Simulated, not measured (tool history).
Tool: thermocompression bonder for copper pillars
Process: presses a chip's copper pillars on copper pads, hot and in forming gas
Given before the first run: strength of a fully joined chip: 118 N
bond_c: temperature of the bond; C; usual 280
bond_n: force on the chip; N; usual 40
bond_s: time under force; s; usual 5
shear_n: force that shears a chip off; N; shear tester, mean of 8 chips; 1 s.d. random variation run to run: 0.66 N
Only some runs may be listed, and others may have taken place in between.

run,hour,bond_c,bond_n,bond_s,shear_n
1,0,280,40,5,33.8
2,13.2,280,40,3,27
3,25.4,280,41,5,33.4
4,33.1,287,41,5,39.5
5,43.5,287,41,5,38.4
6,54.6,287,41,5,37.8
# hour 56.6: force cell calibrated
7,67.3,287,41,5,38.7
8,80.9,276,48,5,34.1
9,93.3,276,48,5,34
# hour 98.7: force cell calibrated, once more
10,106.2,276,48,5,33.2
11,119.3,276,48,5,34.4
12,128.3,276,48,5,33.8
# hour 135.5: heater calibrated with a thermocouple chip
13,139.9,275,27,5,28.2

Per-run results on a tool with no hidden state, each run keeping its own random variation:
What the log doesn't record here: true temperature of the bond over the reading, C; force that reaches the chip, % of what is set; oxide that the forming gas leaves, % of the face; drift of the gauge itself on shear_n, %.
run,shear_n
1,43.6
2,35.5
3,43.7
4,50.8
5,49.7
6,49.4
7,50.4
8,45.1
9,45.1
10,44.2
11,45.7
12,45.3
13,31.4

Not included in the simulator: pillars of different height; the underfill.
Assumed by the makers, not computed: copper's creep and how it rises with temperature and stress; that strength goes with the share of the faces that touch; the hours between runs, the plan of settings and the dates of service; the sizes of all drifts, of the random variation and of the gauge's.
